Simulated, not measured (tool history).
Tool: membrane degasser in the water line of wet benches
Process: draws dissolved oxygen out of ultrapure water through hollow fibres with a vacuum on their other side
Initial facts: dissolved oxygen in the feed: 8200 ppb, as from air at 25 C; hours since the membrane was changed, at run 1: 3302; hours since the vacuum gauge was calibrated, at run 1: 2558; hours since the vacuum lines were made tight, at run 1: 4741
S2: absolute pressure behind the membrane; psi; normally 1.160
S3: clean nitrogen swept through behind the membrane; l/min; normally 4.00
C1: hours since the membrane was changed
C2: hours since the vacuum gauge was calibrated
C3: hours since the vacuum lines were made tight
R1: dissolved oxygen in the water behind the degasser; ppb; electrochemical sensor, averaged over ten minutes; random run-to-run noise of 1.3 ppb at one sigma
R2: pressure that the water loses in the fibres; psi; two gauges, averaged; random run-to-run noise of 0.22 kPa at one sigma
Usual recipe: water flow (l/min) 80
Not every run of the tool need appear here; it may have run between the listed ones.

Run 1, hour 0.0: usual settings; C1 3302; C2 2558; C3 4741. Result: R1 256.6 ppb, R2 8.121 psi.
Run 2, hour 149.1: usual settings; C1 3452; C2 2708; C3 4890. Result: R1 256.1 ppb, R2 8.129 psi.
Run 3, hour 367.6: usual settings but S2 2.337 psi; C1 3670; C2 2926; C3 5109. Result: R1 579.4 ppb, R2 8.099 psi.
Run 4, hour 512.7: usual settings but S2 2.337 psi; C1 3815; C2 3071; C3 5254. Result: R1 586.0 ppb, R2 8.106 psi.
Run 5, hour 712.3: usual settings but S2 2.337 psi; C1 4015; C2 3271; C3 5453. Result: R1 582.6 ppb, R2 8.125 psi.
Run 6, hour 932.5: usual settings but S2 2.194 psi; C1 4235; C2 3491; C3 5674. Result: R1 546.9 ppb, R2 8.169 psi.
Run 7, hour 1148.6: usual settings but S2 2.194 psi; C1 4451; C2 3707; C3 5890. Result: R1 548.6 ppb, R2 8.076 psi.
Run 8, hour 1267.4: usual settings but S2 2.194 psi; C1 4570; C2 3826; C3 6008. Result: R1 548.3 ppb, R2 8.150 psi.
Run 9, hour 1512.0: usual settings but S2 2.194 psi; C1 4814; C2 4070; C3 6253. Result: R1 552.4 ppb, R2 8.169 psi.
Run 10, hour 1713.5: usual settings but S2 2.194 psi; C1 5016; C2 4272; C3 6455. Result: R1 549.0 ppb, R2 8.138 psi.
Run 11, hour 1976.5: usual settings but S2 2.194 psi; C1 5279; C2 4535; C3 6718. Result: R1 545.3 ppb, R2 8.161 psi.
Run 12, hour 2172.3: usual settings but S2 2.194 psi; C1 5475; C2 4731; C3 6913. Result: R1 547.0 ppb, R2 8.179 psi.
Run 13, hour 2346.7: usual settings but water flow (l/min) 122, S2 2.194 psi; C1 5649; C2 4905; C3 7088. Result: R1 783.7 ppb, R2 12.492 psi.
Run 14, hour 2507.6: usual settings but water flow (l/min) 122, S2 2.194 psi; C1 5810; C2 5066; C3 7249. Result: R1 797.7 ppb, R2 12.404 psi.
Run 15, hour 2618.0: usual settings but water flow (l/min) 52, S2 0.703 psi, S3 5.17 l/min; C1 5920; C2 5176; C3 7359. Result: R1 64.0 ppb, R2 5.261 psi.
At hour 2814.9: vacuum gauge calibrated.
Run 16, hour 2856.1: usual settings but water flow (l/min) 56, S2 1.870 psi, S3 1.96 l/min; C1 6158; C2 41; C3 7597. Result: R1 580.1 ppb, R2 5.722 psi.
Run 17, hour 3089.5: usual settings but S2 1.945 psi; C1 6391; C2 275; C3 7830. Result: R1 479.3 ppb, R2 8.187 psi.
Run 18, hour 3223.7: usual settings; C1 6526; C2 409; C3 7964. Result: R1 256.6 ppb, R2 8.173 psi.
Run 19, hour 3426.3: usual settings; C1 6728; C2 611; C3 8167. Result: R1 259.7 ppb, R2 8.229 psi.
Run 20, hour 3552.1: usual settings; C1 6854; C2 737; C3 8293. Result: R1 258.5 ppb, R2 8.242 psi.
Run 21, hour 3689.1: usual settings; C1 6991; C2 874; C3 8430. Result: R1 260.1 ppb, R2 8.287 psi.
Run 22, hour 3901.0: usual settings; C1 7203; C2 1086; C3 8642. Result: R1 259.6 ppb, R2 8.222 psi.
Run 23, hour 4096.1: usual settings but water flow (l/min) 91, S2 0.734 psi, S3 8.63 l/min; C1 7398; C2 1281; C3 8837. Result: R1 105.2 ppb, R2 9.245 psi.
Run 24, hour 4320.3: usual settings but water flow (l/min) 57, S3 1.87 l/min; C1 7622; C2 1505; C3 9061. Result: R1 326.6 ppb, R2 5.899 psi.
Run 25, hour 4474.2: usual settings but water flow (l/min) 57, S3 1.87 l/min; C1 7776; C2 1659; C3 9215. Result: R1 329.4 ppb, R2 5.900 psi.
Run 26, hour 4585.4: usual settings but water flow (l/min) 57, S3 1.87 l/min; C1 7887; C2 1771; C3 9326. Result: R1 332.4 ppb, R2 5.877 psi.

5 ways to go on from here, each from the tool as it stands after run 26. What would each give?
Run A, hour 4743.4: usual settings but water flow (l/min) 57, S2 0.716 psi, S3 1.87 l/min; C1 8045; C2 1929; C3 9484. Result: R1 ?, R2 ?.
Run B, hour 4743.4: usual settings but water flow (l/min) 99, S2 1.501 psi, S3 1.60 l/min; C1 8045; C2 1929; C3 9484. Result: R1 ?, R2 ?.
Run C, hour 4743.4: usual settings but water flow (l/min) 113, S2 1.655 psi, S3 2.77 l/min; C1 8045; C2 1929; C3 9484. Result: R1 ?, R2 ?.
Run D, hour 4743.4: usual settings but water flow (l/min) 115, S3 1.87 l/min; C1 8045; C2 1929; C3 9484. Result: R1 ?, R2 ?.
Run E, hour 4743.4: usual settings but water flow (l/min) 67, S2 2.200 psi, S3 3.86 l/min; C1 8045; C2 1929; C3 9484. Result: R1 ?, R2 ?.

run     R1      R2
  A  142.2   5.867
  B  809.4  10.198
  C  705.5  11.674
  D  588.7  11.810
  E  490.6   6.927
Had the tool no hidden state, the same runs would have come out as:
run     R1      R2
  A  133.1   5.693
  B  795.8   9.894
  C  690.9  11.325
  D  572.7  11.459
  E  480.8   6.722
